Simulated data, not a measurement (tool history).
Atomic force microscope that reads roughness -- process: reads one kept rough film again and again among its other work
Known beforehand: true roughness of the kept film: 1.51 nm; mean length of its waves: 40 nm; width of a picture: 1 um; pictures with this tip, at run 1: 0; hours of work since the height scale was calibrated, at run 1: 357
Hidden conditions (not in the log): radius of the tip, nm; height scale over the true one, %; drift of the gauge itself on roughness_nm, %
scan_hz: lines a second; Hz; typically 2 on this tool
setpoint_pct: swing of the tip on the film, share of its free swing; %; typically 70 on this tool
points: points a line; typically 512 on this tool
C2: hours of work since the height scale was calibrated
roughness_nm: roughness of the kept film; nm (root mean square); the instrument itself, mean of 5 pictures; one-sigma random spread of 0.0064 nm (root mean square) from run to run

{"run": 1, "hour": 0.0, "scan_hz": 2, "setpoint_pct": 70, "points": 512, "pictures with this tip": 0, "C2": 357, "roughness_nm": 1.426}
{"run": 2, "hour": 24.1, "scan_hz": 2, "setpoint_pct": 70, "points": 512, "pictures with this tip": 38, "C2": 368, "roughness_nm": 1.416}
{"run": 3, "hour": 43.7, "scan_hz": 2, "setpoint_pct": 70, "points": 512, "pictures with this tip": 68, "C2": 377, "roughness_nm": 1.398}
{"run": 4, "hour": 57.3, "scan_hz": 2, "setpoint_pct": 70, "points": 338, "pictures with this tip": 89, "C2": 383, "roughness_nm": 1.38}
{"run": 5, "hour": 82.8, "scan_hz": 2, "setpoint_pct": 70, "points": 338, "pictures with this tip": 129, "C2": 395, "roughness_nm": 1.367}
{"hour": 94.5, "done": "new tip fitted"}
{"run": 6, "hour": 101.0, "scan_hz": 2, "setpoint_pct": 70, "points": 512, "pictures with this tip": 10, "C2": 403, "roughness_nm": 1.426}
{"run": 7, "hour": 114.0, "scan_hz": 2, "setpoint_pct": 70, "points": 512, "pictures with this tip": 30, "C2": 409, "roughness_nm": 1.405}
{"run": 8, "hour": 127.6, "scan_hz": 2, "setpoint_pct": 70, "points": 512, "pictures with this tip": 51, "C2": 416, "roughness_nm": 1.413}
{"run": 9, "hour": 146.8, "scan_hz": 2, "setpoint_pct": 70, "points": 512, "pictures with this tip": 81, "C2": 425, "roughness_nm": 1.399}
{"run": 10, "hour": 163.2, "scan_hz": 2, "setpoint_pct": 70, "points": 512, "pictures with this tip": 107, "C2": 432, "roughness_nm": 1.389}
{"run": 11, "hour": 187.8, "scan_hz": 2, "setpoint_pct": 70, "points": 512, "pictures with this tip": 145, "C2": 444, "roughness_nm": 1.371}
{"hour": 189.9, "done": "new tip fitted"}
{"run": 12, "hour": 205.4, "scan_hz": 2, "setpoint_pct": 70, "points": 512, "pictures with this tip": 24, "C2": 452, "roughness_nm": 1.421}
{"run": 13, "hour": 224.4, "scan_hz": 2, "setpoint_pct": 70, "points": 512, "pictures with this tip": 53, "C2": 460, "roughness_nm": 1.414}
{"run": 14, "hour": 237.6, "scan_hz": 2, "setpoint_pct": 70, "points": 512, "pictures with this tip": 74, "C2": 467, "roughness_nm": 1.389}
{"run": 15, "hour": 252.4, "scan_hz": 2, "setpoint_pct": 70, "points": 512, "pictures with this tip": 97, "C2": 473, "roughness_nm": 1.384}
{"run": 16, "hour": 281.6, "scan_hz": 2, "setpoint_pct": 70, "points": 512, "pictures with this tip": 142, "C2": 487, "roughness_nm": 1.363}
{"hour": 284.9, "done": "new tip fitted"}
{"run": 17, "hour": 305.4, "scan_hz": 2, "setpoint_pct": 70, "points": 512, "pictures with this tip": 32, "C2": 498, "roughness_nm": 1.414}
{"run": 18, "hour": 322.7, "scan_hz": 2, "setpoint_pct": 70, "points": 512, "pictures with this tip": 59, "C2": 506, "roughness_nm": 1.409}
{"run": 19, "hour": 352.2, "scan_hz": 2, "setpoint_pct": 70, "points": 512, "pictures with this tip": 105, "C2": 520, "roughness_nm": 1.384}
{"run": 20, "hour": 376.0, "scan_hz": 2, "setpoint_pct": 70, "points": 512, "pictures with this tip": 142, "C2": 531, "roughness_nm": 1.366}
{"hour": 380.1, "done": "new tip fitted"}
{"run": 21, "hour": 395.0, "scan_hz": 2, "setpoint_pct": 70, "points": 512, "pictures with this tip": 24, "C2": 539, "roughness_nm": 1.419}
{"run": 22, "hour": 423.2, "scan_hz": 2, "setpoint_pct": 62, "points": 512, "pictures with this tip": 68, "C2": 552, "roughness_nm": 1.422}
{"run": 23, "hour": 452.7, "scan_hz": 2, "setpoint_pct": 62, "points": 512, "pictures with this tip": 114, "C2": 566, "roughness_nm": 1.406}
{"hour": 476.8, "done": "new tip fitted"}
{"run": 24, "hour": 477.3, "scan_hz": 0.7, "setpoint_pct": 62, "points": 512, "pictures with this tip": 1, "C2": 577, "roughness_nm": 1.472}
{"run": 25, "hour": 498.9, "scan_hz": 0.7, "setpoint_pct": 62, "points": 512, "pictures with this tip": 35, "C2": 587, "roughness_nm": 1.444}
{"run": 26, "hour": 522.1, "scan_hz": 0.7, "setpoint_pct": 62, "points": 512, "pictures with this tip": 71, "C2": 598, "roughness_nm": 1.442}
{"run": 27, "hour": 549.0, "scan_hz": 2, "setpoint_pct": 62, "points": 512, "pictures with this tip": 113, "C2": 611, "roughness_nm": 1.401}
{"run": 28, "hour": 563.6, "scan_hz": 2, "setpoint_pct": 62, "points": 512, "pictures with this tip": 136, "C2": 617, "roughness_nm": 1.402}
{"hour": 572.6, "done": "new tip fitted"}
{"run": 29, "hour": 583.4, "scan_hz": 2, "setpoint_pct": 62, "points": 512, "pictures with this tip": 17, "C2": 626, "roughness_nm": 1.431}
{"run": 30, "hour": 597.0, "scan_hz": 2, "setpoint_pct": 62, "points": 512, "pictures with this tip": 38, "C2": 633, "roughness_nm": 1.429}
{"run": 31, "hour": 626.0, "scan_hz": 2, "setpoint_pct": 62, "points": 512, "pictures with this tip": 83, "C2": 646, "roughness_nm": 1.416}
{"run": 32, "hour": 645.3, "scan_hz": 2.06, "setpoint_pct": 82, "points": 544, "pictures with this tip": 113, "C2": 655, "roughness_nm": 1.331}
{"hour": 667.4, "done": "new tip fitted"}
{"run": 33, "hour": 674.0, "scan_hz": 2.06, "setpoint_pct": 82, "points": 544, "pictures with this tip": 10, "C2": 668, "roughness_nm": 1.386}
{"run": 34, "hour": 694.5, "scan_hz": 2, "setpoint_pct": 68, "points": 668, "pictures with this tip": 42, "C2": 678, "roughness_nm": 1.418}
{"run": 35, "hour": 716.8, "scan_hz": 1.49, "setpoint_pct": 55, "points": 755, "pictures with this tip": 77, "C2": 688, "roughness_nm": 1.432}
{"run": 36, "hour": 732.9, "scan_hz": 1.49, "setpoint_pct": 55, "points": 755, "pictures with this tip": 102, "C2": 695, "roughness_nm": 1.435}
{"run": 37, "hour": 750.1, "scan_hz": 2.29, "setpoint_pct": 88, "points": 605, "pictures with this tip": 129, "C2": 704, "roughness_nm": 1.29}
{"hour": 763.1, "done": "new tip fitted"}
{"run": 38, "hour": 780.5, "scan_hz": 2.29, "setpoint_pct": 88, "points": 605, "pictures with this tip": 27, "C2": 717, "roughness_nm": 1.323}
{"run": 39, "hour": 799.2, "scan_hz": 2.29, "setpoint_pct": 88, "points": 605, "pictures with this tip": 57, "C2": 726, "roughness_nm": 1.303}
{"run": 40, "hour": 816.8, "scan_hz": 0.97, "setpoint_pct": 65, "points": 336, "pictures with this tip": 84, "C2": 734, "roughness_nm": 1.419}
{"run": 41, "hour": 828.9, "scan_hz": 0.97, "setpoint_pct": 65, "points": 336, "pictures with this tip": 103, "C2": 740, "roughness_nm": 1.414}
{"run": 42, "hour": 842.9, "scan_hz": 0.83, "setpoint_pct": 76, "points": 833, "pictures with this tip": 125, "C2": 746, "roughness_nm": 1.395}
{"hour": 859.0, "done": "new tip fitted"}
{"run": 43, "hour": 872.0, "scan_hz": 0.83, "setpoint_pct": 76, "points": 833, "pictures with this tip": 20, "C2": 760, "roughness_nm": 1.445}

What does the tool deliver on the next run?
{"run": 44, "hour": 893.2, "scan_hz": 0.79, "setpoint_pct": 76, "points": 417, "pictures with this tip": 53, "C2": 770, "roughness_nm": "?"}

For run 44 the tool returned roughness_nm 1.443 nm (root mean square).
With no hidden state in the tool, this same run would have given roughness_nm 1.459 nm (root mean square).

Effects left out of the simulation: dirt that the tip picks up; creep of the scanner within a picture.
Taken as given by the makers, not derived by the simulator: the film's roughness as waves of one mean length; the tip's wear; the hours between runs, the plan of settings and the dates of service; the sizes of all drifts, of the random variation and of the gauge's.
